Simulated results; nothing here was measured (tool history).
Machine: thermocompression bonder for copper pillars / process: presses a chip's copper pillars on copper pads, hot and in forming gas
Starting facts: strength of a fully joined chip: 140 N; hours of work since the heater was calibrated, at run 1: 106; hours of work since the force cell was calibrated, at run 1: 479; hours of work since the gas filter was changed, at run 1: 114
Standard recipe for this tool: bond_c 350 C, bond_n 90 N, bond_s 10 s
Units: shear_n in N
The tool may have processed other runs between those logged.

run   hour  bond_c  bond_n  bond_s  hours of work since the heater was calibrated  hours of work since the force cell was calibrated  hours of work since the gas filter was changed  shear_n
  1    0.0     350      90      10                                            106                                                479                                             114     72.9
  2    6.9     350      90      10                                            109                                                482                                             117     74.3
  3   19.9     350      90      10                                            115                                                488                                             123     72.6
  4   25.5     350      90      10                                            117                                                490                                             125     72.2
  5   35.6     350      90      28                                            122                                                495                                             130     98.8
      46.2  -- forming gas filter changed
  6   47.1     350      90      12                                            127                                                500                                               0     79.7
  7   59.6     350      90      12                                            132                                                505                                               6     78.6
  8   70.7     350      90      12                                            137                                                510                                              11     80.8
  9   83.5     350      90      12                                            143                                                516                                              17     80.6
 10   90.6     350      90       7                                            147                                                519                                              20     66.5
 11   99.2     350      90      10                                            150                                                523                                              24     74.3
 12  108.4     350      90      10                                            155                                                528                                              28     74.9
 13  113.9     350      90      10                                            157                                                530                                              31     75.1
 14  120.8     350      90      10                                            160                                                533                                              34     76.2
 15  126.7     350      90      10                                            163                                                536                                              37     75.3
 16  137.7     350      90      10                                            168                                                541                                              41     75.3
 17  149.5     350      90      10                                            173                                                546                                              47     73.2
 18  158.3     350      90      20                                            177                                                550                                              51     91.3
     160.9  -- heater calibrated with a thermocouple chip
 19  168.3     350      90      20                                              3                                                554                                              54     90.2
 20  180.0     350     105      20                                              9                                                559                                              60    100.0
 21  190.9     350     105      20                                             14                                                564                                              65     98.1
 22  198.6     333     133      13                                             17                                                568                                              68     84.4
     206.7  -- heater calibrated with a thermocouple chip, once more
 23  213.0     366     105       8                                              3                                                573                                              74     88.4
 24  219.1     366     105       8                                              6                                                576                                              77     86.9
 25  230.9     366     105       8                                             11                                                581                                              82     87.9
 26  242.0     366     105       8                                             16                                                586                                              87     85.8
 27  254.3     360      90      10                                             22                                                592                                              93     79.4
 28  265.8     372      79      22                                             27                                                597                                              98    102.1
 29  271.2     335      80      10                                             29                                                600                                             100     56.7
 30  277.2     350      63      10                                             32                                                602                                             103     58.4
 31  284.5     350      63      10                                             35                                                606                                             106     58.1
 32  291.8     379     130      28                                             39                                                609                                             110    127.0
 33  302.5     379     130      28                                             43                                                614                                             114    124.8
 34  311.3     366     130       7                                             47                                                618                                             118     93.9
 35  318.9     350      64      27                                             51                                                621                                             122     78.9
 36  324.3     326     120      22                                             53                                                624                                             124     83.7
 37  336.8     326     120      22                                             59                                                629                                             130     82.8

What differs in the tool's unlogged condition from the final listed run ahead of each entry between runs to the first listed run following it?
Runs 5 to 6: forming gas filter changed (hour 46.2)
  oxide that the forming gas leaves, % of the face: 4.65 -> 0.63
  difference, measured minus the result without the unlogged condition, shear_n: -2.4 -> +1.8 N
Runs 18 to 19: heater calibrated with a thermocouple chip (hour 160.9)
  true temperature of the bond over the reading, C: 0 -> 0.1; force that reaches the chip, % of what is set: 104 -> 104.1; oxide that the forming gas leaves, % of the face: 2.31 -> 2.44
  difference, measured minus the result without the unlogged condition, shear_n: +0.2 -> +0.1 N
Runs 22 to 23: heater calibrated with a thermocouple chip, once more (hour 206.7)
  true temperature of the bond over the reading, C: 0 -> -0.7; oxide that the forming gas leaves, % of the face: 2.89 -> 3.07
  difference, measured minus the result without the unlogged condition, shear_n: -0.1 -> -1.0 N
